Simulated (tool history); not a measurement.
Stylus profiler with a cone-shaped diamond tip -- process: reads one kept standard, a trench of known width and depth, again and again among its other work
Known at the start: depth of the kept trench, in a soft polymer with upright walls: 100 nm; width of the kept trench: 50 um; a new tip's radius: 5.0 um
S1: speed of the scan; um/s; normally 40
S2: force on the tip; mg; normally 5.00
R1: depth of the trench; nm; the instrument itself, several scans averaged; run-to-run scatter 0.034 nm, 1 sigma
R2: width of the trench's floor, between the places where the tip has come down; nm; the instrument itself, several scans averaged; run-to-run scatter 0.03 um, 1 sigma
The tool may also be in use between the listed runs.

{"run": 1, "hour": 0.0, "S1": 40, "S2": 5.0, "R1": 101.26, "R2": 47930}
{"run": 2, "hour": 44.0, "S1": 40, "S2": 5.0, "R1": 101.28, "R2": 48010}
{"run": 3, "hour": 72.5, "S1": 40, "S2": 5.0, "R1": 101.3, "R2": 47940}
{"run": 4, "hour": 94.6, "S1": 75, "S2": 5.0, "R1": 101.24, "R2": 47910}
{"run": 5, "hour": 117.0, "S1": 75, "S2": 5.0, "R1": 101.29, "R2": 47890}
{"run": 6, "hour": 159.5, "S1": 75, "S2": 5.0, "R1": 101.29, "R2": 47890}
{"run": 7, "hour": 204.9, "S1": 75, "S2": 5.0, "R1": 101.28, "R2": 47880}
{"run": 8, "hour": 235.8, "S1": 75, "S2": 5.0, "R1": 101.26, "R2": 47900}
{"run": 9, "hour": 264.8, "S1": 75, "S2": 5.0, "R1": 101.22, "R2": 47900}
{"run": 10, "hour": 306.2, "S1": 40, "S2": 4.94, "R1": 101.24, "R2": 47960}
{"run": 11, "hour": 339.5, "S1": 40, "S2": 5.0, "R1": 101.3, "R2": 47960}
{"run": 12, "hour": 381.3, "S1": 40, "S2": 5.0, "R1": 101.26, "R2": 48020}
{"run": 13, "hour": 412.9, "S1": 40, "S2": 5.0, "R1": 101.29, "R2": 47960}
{"run": 14, "hour": 453.2, "S1": 13, "S2": 5.0, "R1": 101.22, "R2": 47970}
{"run": 15, "hour": 486.6, "S1": 40, "S2": 7.31, "R1": 101.58, "R2": 47900}
{"run": 16, "hour": 512.2, "S1": 40, "S2": 13.97, "R1": 102.49, "R2": 47960}
{"run": 17, "hour": 556.0, "S1": 40, "S2": 13.97, "R1": 102.54, "R2": 48000}
{"run": 18, "hour": 609.2, "S1": 40, "S2": 13.97, "R1": 102.5, "R2": 47930}
{"run": 19, "hour": 659.0, "S1": 55, "S2": 13.97, "R1": 102.5, "R2": 47990}
{"run": 20, "hour": 704.7, "S1": 40, "S2": 7.45, "R1": 101.61, "R2": 47990}
{"run": 21, "hour": 738.1, "S1": 40, "S2": 7.45, "R1": 101.63, "R2": 47990}
{"run": 22, "hour": 787.2, "S1": 19, "S2": 11.09, "R1": 102.08, "R2": 47990}
{"run": 23, "hour": 812.2, "S1": 19, "S2": 11.09, "R1": 102.18, "R2": 47970}
{"run": 24, "hour": 863.2, "S1": 19, "S2": 2.19, "R1": 100.75, "R2": 48000}
{"run": 25, "hour": 910.3, "S1": 11, "S2": 5.02, "R1": 101.23, "R2": 48030}
{"run": 26, "hour": 937.1, "S1": 50, "S2": 5.0, "R1": 101.2, "R2": 47940}
{"run": 27, "hour": 990.5, "S1": 77, "S2": 1.8, "R1": 100.61, "R2": 47820}
{"run": 28, "hour": 1038.3, "S1": 39, "S2": 2.41, "R1": 100.8, "R2": 47880}
{"run": 29, "hour": 1067.8, "S1": 63, "S2": 2.05, "R1": 100.72, "R2": 47900}

Run 30 is up next; what results do you expect?
{"run": 30, "hour": 1114.6, "S1": 22, "S2": 6.79, "R1": "?", "R2": "?"}

{"run 30": {"R1": 101.54, "R2": 47960}}
The same run, on a tool lacking any hidden state, would have yielded R1 101.53 nm, R2 47970 nm.

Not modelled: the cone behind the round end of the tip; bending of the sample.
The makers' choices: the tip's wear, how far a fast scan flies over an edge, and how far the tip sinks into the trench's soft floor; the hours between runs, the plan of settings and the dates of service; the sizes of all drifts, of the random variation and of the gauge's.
